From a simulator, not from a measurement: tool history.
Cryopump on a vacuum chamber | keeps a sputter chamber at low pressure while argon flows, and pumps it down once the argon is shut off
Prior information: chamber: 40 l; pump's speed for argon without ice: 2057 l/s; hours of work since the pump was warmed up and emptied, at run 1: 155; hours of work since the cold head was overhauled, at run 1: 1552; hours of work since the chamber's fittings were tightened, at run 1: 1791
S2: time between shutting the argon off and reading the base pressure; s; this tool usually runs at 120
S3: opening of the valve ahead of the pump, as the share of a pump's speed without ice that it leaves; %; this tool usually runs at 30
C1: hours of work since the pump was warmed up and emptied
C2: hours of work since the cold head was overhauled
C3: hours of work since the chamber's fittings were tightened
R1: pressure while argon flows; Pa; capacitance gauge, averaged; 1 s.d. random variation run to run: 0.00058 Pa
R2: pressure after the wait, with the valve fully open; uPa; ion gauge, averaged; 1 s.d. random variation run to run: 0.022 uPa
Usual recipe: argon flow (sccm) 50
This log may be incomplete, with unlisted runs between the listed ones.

run 1 day=0 | argon_flow_(sccm)=50 S2=120 S3=30 | C1=155 C2=1552 C3=1791 | R1=0.1394 R2=1.42
run 2 day=2.375 | argon_flow_(sccm)=50 S2=120 S3=30 | C1=187 C2=1584 C3=1823 | R1=0.1419 R2=1.44
run 3 day=4.258 | argon_flow_(sccm)=50 S2=120 S3=30 | C1=213 C2=1609 C3=1848 | R1=0.143 R2=1.48
run 4 day=6.762 | argon_flow_(sccm)=50 S2=120 S3=30 | C1=246 C2=1643 C3=1882 | R1=0.1433 R2=1.47
run 5 day=9.196 | argon_flow_(sccm)=50 S2=120 S3=30 | C1=279 C2=1676 C3=1915 | R1=0.1437 R2=1.49
run 6 day=10.946 | argon_flow_(sccm)=50 S2=120 S3=30 | C1=303 C2=1700 C3=1938 | R1=0.1445 R2=1.53
run 7 day=12.758 | argon_flow_(sccm)=50 S2=120 S3=30 | C1=327 C2=1724 C3=1963 | R1=0.1433 R2=1.56
-- day=13.192 pump warmed up, emptied and cooled again
-- day=13.496 leaking fittings of the chamber tightened, without venting
run 8 day=15.017 | argon_flow_(sccm)=50 S2=51 S3=30 | C1=24 C2=1751 C3=21 | R1=0.1388 R2=1.18
run 9 day=18.058 | argon_flow_(sccm)=50 S2=120 S3=30 | C1=65 C2=1792 C3=62 | R1=0.1396 R2=0.6
run 10 day=21.058 | argon_flow_(sccm)=50 S2=120 S3=30 | C1=105 C2=1832 C3=102 | R1=0.1409 R2=0.68
run 11 day=23.546 | argon_flow_(sccm)=50 S2=120 S3=30 | C1=139 C2=1866 C3=136 | R1=0.1424 R2=0.68
run 12 day=25.967 | argon_flow_(sccm)=50 S2=77 S3=30 | C1=171 C2=1898 C3=168 | R1=0.1422 R2=0.9
run 13 day=28.258 | argon_flow_(sccm)=85 S2=77 S3=53 | C1=202 C2=1929 C3=199 | R1=0.1421 R2=0.91
run 14 day=30.858 | argon_flow_(sccm)=55 S2=77 S3=53 | C1=237 C2=1964 C3=234 | R1=0.0919 R2=0.93
run 15 day=33.533 | argon_flow_(sccm)=55 S2=224 S3=53 | C1=273 C2=2001 C3=270 | R1=0.0933 R2=0.52
run 16 day=36.629 | argon_flow_(sccm)=55 S2=224 S3=53 | C1=315 C2=2042 C3=312 | R1=0.094 R2=0.59
-- day=37.979 pump warmed up, emptied and cooled again
run 17 day=38.779 | argon_flow_(sccm)=27 S2=57 S3=30 | C1=11 C2=2068 C3=338 | R1=0.0743 R2=1.14
run 18 day=42.025 | argon_flow_(sccm)=27 S2=57 S3=30 | C1=55 C2=2112 C3=382 | R1=0.075 R2=1.16
run 19 day=44.562 | argon_flow_(sccm)=82 S2=165 S3=30 | C1=89 C2=2147 C3=416 | R1=0.2304 R2=0.65
run 20 day=47.117 | argon_flow_(sccm)=59 S2=111 S3=25 | C1=123 C2=2181 C3=451 | R1=0.2004 R2=0.82
run 21 day=49.138 | argon_flow_(sccm)=50 S2=112 S3=32 | C1=151 C2=2208 C3=478 | R1=0.1327 R2=0.86
run 22 day=51.092 | argon_flow_(sccm)=56 S2=224 S3=36 | C1=177 C2=2235 C3=505 | R1=0.1338 R2=0.6

Across each entry between runs, compare the hidden state at the last listed run before it with the hidden state at the first listed run after it:
Between runs 7 and 8: pump warmed up, emptied and cooled again (day 13.192); leaking fittings of the chamber tightened, without venting (day 13.496)
  pump's speed, % of a pump's without ice: 87.3 -> 98.6; cold plate's temperature, K: 13.6 -> 13.63; leak into the chamber, uPa l/s: 2025 -> 348
  what was measured, less what the result would be without the hidden state, R1: +0.0075 -> +0.002 Pa; R2: +1.01 -> +0.03 uPa
Between runs 16 and 17: pump warmed up, emptied and cooled again (day 37.979)
  pump's speed, % of a pump's without ice: 86.7 -> 98.8; cold plate's temperature, K: 13.88 -> 13.91; leak into the chamber, uPa l/s: 592 -> 612
  what was measured, less what the result would be without the hidden state, R1: +0.0089 -> +0.0011 Pa; R2: +0.2 -> +0.17 uPa

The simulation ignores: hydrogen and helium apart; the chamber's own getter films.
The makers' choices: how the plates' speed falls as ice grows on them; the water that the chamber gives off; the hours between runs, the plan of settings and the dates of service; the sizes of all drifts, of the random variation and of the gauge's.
